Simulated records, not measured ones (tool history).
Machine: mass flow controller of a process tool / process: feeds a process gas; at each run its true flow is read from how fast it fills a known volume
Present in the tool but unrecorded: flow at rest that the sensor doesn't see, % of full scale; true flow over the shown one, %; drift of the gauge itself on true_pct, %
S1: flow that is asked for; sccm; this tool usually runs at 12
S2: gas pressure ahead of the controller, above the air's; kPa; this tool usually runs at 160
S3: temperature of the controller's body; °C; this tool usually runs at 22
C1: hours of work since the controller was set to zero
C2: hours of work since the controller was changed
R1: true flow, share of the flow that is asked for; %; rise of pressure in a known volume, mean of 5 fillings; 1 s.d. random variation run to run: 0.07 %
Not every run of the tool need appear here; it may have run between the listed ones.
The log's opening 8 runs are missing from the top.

run	hour	S1	S2	S3	C1	C2	R1
# hour 2006.7: controller's zero set anew
9	2248.6	7	160	35	169	6597	100.00
10	2520.0	7	160	35	359	6787	100.13
11	2863.0	7	160	35	599	7027	100.10
12	3056.5	7	160	35	734	7162	99.92
13	3377.3	3	160	35	959	7386	99.61
14	3590.1	12	171	22	1107	7535	99.31
15	3833.6	12	160	22	1278	7705	99.22
16	4075.1	12	160	22	1447	7874	99.41

Expected results for the next run?
17	4316.4	12	160	37	1615	8043	?

Run 17 produced R1 100.88 %.
Take away the tool's hidden state, keep the run-to-run variation as it was, and the same run would have given R1 100.54 %.
